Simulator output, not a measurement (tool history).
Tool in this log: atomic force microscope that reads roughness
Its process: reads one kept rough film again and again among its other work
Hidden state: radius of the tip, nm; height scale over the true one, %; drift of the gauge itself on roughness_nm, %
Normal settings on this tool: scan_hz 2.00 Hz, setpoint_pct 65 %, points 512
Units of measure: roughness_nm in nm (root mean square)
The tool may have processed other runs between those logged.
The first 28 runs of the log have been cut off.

run	hour	scan_hz	setpoint_pct	points	pictures with this tip	hours of work since the height scale was calibrated	roughness_nm
# hour 1343.3: new tip fitted
29	1370.7	2.00	64	512	30	1692	4.431
30	1398.1	1.28	64	736	61	1708	4.394
31	1436.4	2.00	65	911	103	1732	4.250
# hour 1477.0: new tip fitted
32	1490.7	3.01	75	1019	15	1764	4.276
33	1522.8	1.68	80	981	51	1784	4.266
34	1585.2	2.00	65	405	121	1822	4.174
# hour 1607.8: new tip fitted
35	1618.8	0.55	65	372	13	1842	4.564
36	1648.3	0.55	65	372	46	1860	4.448
37	1688.5	3.22	88	457	90	1885	3.811
38	1715.7	3.22	88	457	121	1902	3.729
# hour 1738.6: new tip fitted
39	1765.9	2.00	80	512	30	1932	4.252
# hour 1776.6: height scale calibrated on a step standard
40	1819.4	0.68	76	871	89	26	4.364

5 options for the next run, each taken on its own from the tool as it stands now. Forecast them:
# hour 1872.9: new tip fitted
A	1886.0	2.51	76	871	14	66	?
# hour 1872.9: new tip fitted
B	1886.0	1.97	76	871	14	66	?
# hour 1872.9: new tip fitted
C	1886.0	0.93	76	871	14	66	?
# hour 1872.9: new tip fitted
D	1886.0	2.24	65	512	14	66	?
# hour 1872.9: new tip fitted
E	1886.0	0.90	82	276	14	66	?

run	roughness_nm
A	4.352
B	4.385
C	4.505
D	4.459
E	4.497
With the hidden condition removed and each run's random variation left untouched, the same runs would have given:
run	roughness_nm
A	4.400
B	4.433
C	4.554
D	4.508
E	4.546

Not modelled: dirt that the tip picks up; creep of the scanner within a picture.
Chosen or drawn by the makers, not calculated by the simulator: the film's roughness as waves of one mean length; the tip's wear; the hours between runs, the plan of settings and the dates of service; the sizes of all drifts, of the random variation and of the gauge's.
